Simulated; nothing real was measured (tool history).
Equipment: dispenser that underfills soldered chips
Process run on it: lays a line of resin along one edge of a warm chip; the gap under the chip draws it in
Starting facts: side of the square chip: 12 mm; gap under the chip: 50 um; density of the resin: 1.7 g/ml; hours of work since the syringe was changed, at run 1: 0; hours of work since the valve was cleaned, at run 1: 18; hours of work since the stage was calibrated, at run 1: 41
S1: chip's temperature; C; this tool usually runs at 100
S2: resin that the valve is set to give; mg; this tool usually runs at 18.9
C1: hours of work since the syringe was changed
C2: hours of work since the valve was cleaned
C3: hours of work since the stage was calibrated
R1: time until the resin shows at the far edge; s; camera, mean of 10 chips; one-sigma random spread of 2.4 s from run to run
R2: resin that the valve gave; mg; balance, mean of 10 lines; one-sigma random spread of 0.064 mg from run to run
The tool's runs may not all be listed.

run,hour,S1,S2,C1,C2,C3,R1,R2
1,0.0,100,18.9,0,18,41,233.7,18.78
2,4.3,100,18.9,4,21,44,258.7,18.68
3,10.0,100,18.9,8,25,48,289.5,18.55
4,13.6,100,18.9,10,27,50,311.9,18.55
# hour 16.1: new syringe of resin
5,18.1,100,18.9,1,30,53,241.8,18.64
6,22.8,100,18.9,5,33,56,267.0,18.57
7,27.2,100,18.9,8,37,60,291.4,18.52
8,29.7,100,18.9,10,38,61,314.4,18.52
# hour 33.1: new syringe of resin
9,35.5,100,18.9,2,42,65,246.4,18.49
10,38.4,100,18.9,4,44,67,263.6,18.44
11,42.3,100,18.9,6,47,70,284.8,18.36
12,45.8,100,18.9,9,49,72,315.7,18.24
# hour 50.0: new syringe of resin
13,50.8,100,18.9,1,53,76,243.6,18.39
14,55.1,100,18.9,4,56,79,259.5,18.27
15,59.0,100,17.3,6,59,81,294.6,16.73
16,64.7,94,17.3,10,62,85,389.8,16.61
# hour 66.9: new syringe of resin
17,67.5,100,18.9,0,64,87,244.1,18.15
18,70.2,100,18.9,2,66,89,251.7,18.17
19,74.4,94,19.4,5,69,92,329.5,18.52
20,78.3,91,20.9,8,72,95,373.6,19.95
# hour 82.8: dispensing valve cleaned and set on the balance
# hour 84.6: new syringe of resin
21,85.3,108,17.3,1,2,99,193.6,17.13
22,91.1,100,21.5,5,6,103,260.8,21.34
23,96.6,103,18.1,8,9,107,286.4,17.89
24,99.7,105,18.9,11,12,109,285.2,18.78
# hour 101.3: new syringe of resin
25,104.8,87,22.4,2,15,112,364.7,22.17
26,110.2,87,22.4,6,19,116,403.5,22.16
27,114.8,112,19.1,9,22,119,224.2,18.77
28,117.3,94,19.8,11,24,121,384.0,19.50
# hour 118.0: new syringe of resin
29,121.8,114,24.2,3,27,124,169.8,23.63
30,124.3,110,20.5,4,29,126,203.3,20.05
31,128.9,113,17.3,8,32,129,214.8,16.90
32,132.9,88,19.4,10,35,132,446.3,18.96
# hour 135.0: new syringe of resin
33,137.2,105,19.4,2,37,135,215.0,18.85
34,142.4,100,18.4,5,41,138,270.8,17.86
35,147.3,101,18.9,9,44,142,291.1,18.28
36,150.2,101,18.9,11,46,144,314.4,18.24

Consider 4 possible next runs. They are alternatives, not a sequence: every one starts from the tool as it was left by run 36. What does each give?
# hour 152.1: new syringe of resin
A,153.5,101,20.2,1,49,146,?,?
# hour 152.1: new syringe of resin
B,153.5,88,18.9,1,49,146,?,?
# hour 152.1: new syringe of resin
C,153.5,100,18.1,1,49,146,?,?
# hour 152.1: new syringe of resin
D,153.5,95,16.8,1,49,146,?,?

run,R1,R2
A,230.5,19.47
B,331.4,18.41
C,241.5,17.48
D,281.1,16.20
Without the tool's hidden state the same runs would have given:
run,R1,R2
A,228.9,20.10
B,329.4,19.00
C,239.3,18.04
D,278.2,16.72

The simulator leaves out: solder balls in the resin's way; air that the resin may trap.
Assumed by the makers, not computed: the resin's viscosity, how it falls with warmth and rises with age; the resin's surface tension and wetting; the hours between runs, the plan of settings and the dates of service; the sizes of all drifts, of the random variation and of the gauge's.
